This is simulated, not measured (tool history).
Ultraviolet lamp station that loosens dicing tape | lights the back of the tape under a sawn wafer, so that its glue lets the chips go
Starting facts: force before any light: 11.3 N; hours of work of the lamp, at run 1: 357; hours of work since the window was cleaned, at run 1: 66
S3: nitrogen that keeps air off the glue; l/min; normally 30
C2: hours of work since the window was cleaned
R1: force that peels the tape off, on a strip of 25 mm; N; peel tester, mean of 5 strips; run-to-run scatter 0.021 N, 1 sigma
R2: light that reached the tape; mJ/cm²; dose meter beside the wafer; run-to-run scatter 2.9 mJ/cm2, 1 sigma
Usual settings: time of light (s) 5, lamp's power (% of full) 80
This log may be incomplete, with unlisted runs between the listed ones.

run 1 hour=0 | time_of_light_(s)=5 lamp's_power_(%_of_full)=80 S3=30 | hours_of_work_of_the_lamp=357 C2=66 | R1=1.037 R2=410
run 2 hour=25.4 | time_of_light_(s)=5 lamp's_power_(%_of_full)=80 S3=30 | hours_of_work_of_the_lamp=371 C2=79 | R1=1.029 R2=411
run 3 hour=55.6 | time_of_light_(s)=5 lamp's_power_(%_of_full)=80 S3=30 | hours_of_work_of_the_lamp=387 C2=96 | R1=1.036 R2=414
run 4 hour=90 | time_of_light_(s)=5 lamp's_power_(%_of_full)=80 S3=30 | hours_of_work_of_the_lamp=406 C2=114 | R1=1.063 R2=407
run 5 hour=113 | time_of_light_(s)=3 lamp's_power_(%_of_full)=80 S3=30 | hours_of_work_of_the_lamp=418 C2=127 | R1=2.604 R2=249
run 6 hour=147.7 | time_of_light_(s)=5 lamp's_power_(%_of_full)=80 S3=30 | hours_of_work_of_the_lamp=437 C2=146 | R1=1.045 R2=415
run 7 hour=172.7 | time_of_light_(s)=5 lamp's_power_(%_of_full)=80 S3=30 | hours_of_work_of_the_lamp=450 C2=159 | R1=1.007 R2=406
run 8 hour=209.2 | time_of_light_(s)=5 lamp's_power_(%_of_full)=79 S3=30 | hours_of_work_of_the_lamp=470 C2=179 | R1=1.066 R2=407
run 9 hour=239 | time_of_light_(s)=5 lamp's_power_(%_of_full)=79 S3=30 | hours_of_work_of_the_lamp=486 C2=195 | R1=1.051 R2=416
run 10 hour=258.9 | time_of_light_(s)=5 lamp's_power_(%_of_full)=80 S3=30 | hours_of_work_of_the_lamp=497 C2=206 | R1=1.032 R2=410
run 11 hour=294.2 | time_of_light_(s)=5 lamp's_power_(%_of_full)=80 S3=30 | hours_of_work_of_the_lamp=516 C2=225 | R1=1.029 R2=411
run 12 hour=321.5 | time_of_light_(s)=5 lamp's_power_(%_of_full)=80 S3=30 | hours_of_work_of_the_lamp=531 C2=240 | R1=1.044 R2=415
run 13 hour=359.7 | time_of_light_(s)=5 lamp's_power_(%_of_full)=80 S3=30 | hours_of_work_of_the_lamp=552 C2=261 | R1=1.058 R2=413
run 14 hour=382.5 | time_of_light_(s)=5 lamp's_power_(%_of_full)=80 S3=30 | hours_of_work_of_the_lamp=564 C2=273 | R1=1.045 R2=413
run 15 hour=417 | time_of_light_(s)=5 lamp's_power_(%_of_full)=94 S3=30 | hours_of_work_of_the_lamp=583 C2=292 | R1=0.687 R2=488
run 16 hour=447.4 | time_of_light_(s)=5 lamp's_power_(%_of_full)=94 S3=30 | hours_of_work_of_the_lamp=599 C2=308 | R1=0.715 R2=482
run 17 hour=481.6 | time_of_light_(s)=3 lamp's_power_(%_of_full)=94 S3=30 | hours_of_work_of_the_lamp=618 C2=327 | R1=2.067 R2=288
run 18 hour=519.1 | time_of_light_(s)=4 lamp's_power_(%_of_full)=94 S3=30 | hours_of_work_of_the_lamp=638 C2=347 | R1=1.227 R2=393
run 19 hour=540.1 | time_of_light_(s)=5 lamp's_power_(%_of_full)=80 S3=30 | hours_of_work_of_the_lamp=649 C2=358 | R1=1.054 R2=412
run 20 hour=563.5 | time_of_light_(s)=5 lamp's_power_(%_of_full)=80 S3=30 | hours_of_work_of_the_lamp=662 C2=371 | R1=1.034 R2=412
run 21 hour=598.3 | time_of_light_(s)=5 lamp's_power_(%_of_full)=80 S3=30 | hours_of_work_of_the_lamp=681 C2=390 | R1=1.032 R2=414
-- hour=623.4 window cleaned of glue's vapour
run 22 hour=633.8 | time_of_light_(s)=4 lamp's_power_(%_of_full)=80 S3=30 | hours_of_work_of_the_lamp=700 C2=6 | R1=1.693 R2=332
run 23 hour=658.1 | time_of_light_(s)=3 lamp's_power_(%_of_full)=94 S3=11 | hours_of_work_of_the_lamp=713 C2=19 | R1=3.685 R2=286
run 24 hour=690.5 | time_of_light_(s)=3 lamp's_power_(%_of_full)=94 S3=11 | hours_of_work_of_the_lamp=731 C2=36 | R1=3.704 R2=290
run 25 hour=707.1 | time_of_light_(s)=3 lamp's_power_(%_of_full)=100 S3=13 | hours_of_work_of_the_lamp=740 C2=45 | R1=3.136 R2=308
run 26 hour=726.9 | time_of_light_(s)=5 lamp's_power_(%_of_full)=78 S3=26 | hours_of_work_of_the_lamp=750 C2=56 | R1=1.258 R2=402
run 27 hour=761.7 | time_of_light_(s)=7 lamp's_power_(%_of_full)=70 S3=10 | hours_of_work_of_the_lamp=769 C2=75 | R1=1.8 R2=506
run 28 hour=800 | time_of_light_(s)=9 lamp's_power_(%_of_full)=70 S3=10 | hours_of_work_of_the_lamp=790 C2=96 | R1=1.052 R2=649
run 29 hour=836.1 | time_of_light_(s)=5 lamp's_power_(%_of_full)=90 S3=30 | hours_of_work_of_the_lamp=810 C2=115 | R1=0.805 R2=465
run 30 hour=869.7 | time_of_light_(s)=6 lamp's_power_(%_of_full)=75 S3=53 | hours_of_work_of_the_lamp=828 C2=133 | R1=0.457 R2=463
run 31 hour=909.4 | time_of_light_(s)=3 lamp's_power_(%_of_full)=99 S3=39 | hours_of_work_of_the_lamp=849 C2=155 | R1=1.573 R2=309
run 32 hour=939.4 | time_of_light_(s)=5 lamp's_power_(%_of_full)=80 S3=17 | hours_of_work_of_the_lamp=865 C2=171 | R1=1.719 R2=412
run 33 hour=964 | time_of_light_(s)=5 lamp's_power_(%_of_full)=80 S3=13 | hours_of_work_of_the_lamp=879 C2=185 | R1=2.035 R2=414
run 34 hour=984.4 | time_of_light_(s)=8 lamp's_power_(%_of_full)=97 S3=13 | hours_of_work_of_the_lamp=890 C2=196 | R1=0.482 R2=801
run 35 hour=1002 | time_of_light_(s)=8 lamp's_power_(%_of_full)=65 S3=18 | hours_of_work_of_the_lamp=899 C2=205 | R1=0.926 R2=535
run 36 hour=1032.2 | time_of_light_(s)=8 lamp's_power_(%_of_full)=65 S3=18 | hours_of_work_of_the_lamp=916 C2=221 | R1=0.923 R2=534
run 37 hour=1071.3 | time_of_light_(s)=3 lamp's_power_(%_of_full)=75 S3=30 | hours_of_work_of_the_lamp=937 C2=243 | R1=2.886 R2=231
run 38 hour=1102.2 | time_of_light_(s)=3 lamp's_power_(%_of_full)=75 S3=30 | hours_of_work_of_the_lamp=954 C2=259 | R1=2.853 R2=236
run 39 hour=1122.3 | time_of_light_(s)=4 lamp's_power_(%_of_full)=77 S3=32 | hours_of_work_of_the_lamp=965 C2=270 | R1=1.7 R2=316
-- hour=1137.2 lamp changed
run 40 hour=1143.6 | time_of_light_(s)=2 lamp's_power_(%_of_full)=69 S3=30 | hours_of_work_of_the_lamp=3 C2=281 | R1=4.906 R2=141
run 41 hour=1178 | time_of_light_(s)=2 lamp's_power_(%_of_full)=69 S3=30 | hours_of_work_of_the_lamp=22 C2=300 | R1=4.932 R2=143
run 42 hour=1199.7 | time_of_light_(s)=10 lamp's_power_(%_of_full)=80 S3=55 | hours_of_work_of_the_lamp=34 C2=312 | R1=0.133 R2=829
run 43 hour=1231 | time_of_light_(s)=2 lamp's_power_(%_of_full)=70 S3=19 | hours_of_work_of_the_lamp=51 C2=329 | R1=5.606 R2=144

Alternative continuations, all from the tool just after run 43; predict every row:
run A hour=1263.9 | time_of_light_(s)=4 lamp's_power_(%_of_full)=93 S3=24 | hours_of_work_of_the_lamp=69 C2=346 | R1=? R2=?
run B hour=1263.9 | time_of_light_(s)=6 lamp's_power_(%_of_full)=70 S3=20 | hours_of_work_of_the_lamp=69 C2=346 | R1=? R2=?
run C hour=1263.9 | time_of_light_(s)=5 lamp's_power_(%_of_full)=67 S3=11 | hours_of_work_of_the_lamp=69 C2=346 | R1=? R2=?
run D hour=1263.9 | time_of_light_(s)=7 lamp's_power_(%_of_full)=70 S3=12 | hours_of_work_of_the_lamp=69 C2=346 | R1=? R2=?

run=A R1=1.455 R2=382
run=B R1=1.33 R2=434
run=C R1=2.868 R2=344
run=D R1=1.525 R2=506
What these runs would have given with no unlogged condition in the tool:
run=A R1=1.452 R2=383
run=B R1=1.327 R2=435
run=C R1=2.865 R2=344
run=D R1=1.522 R2=506
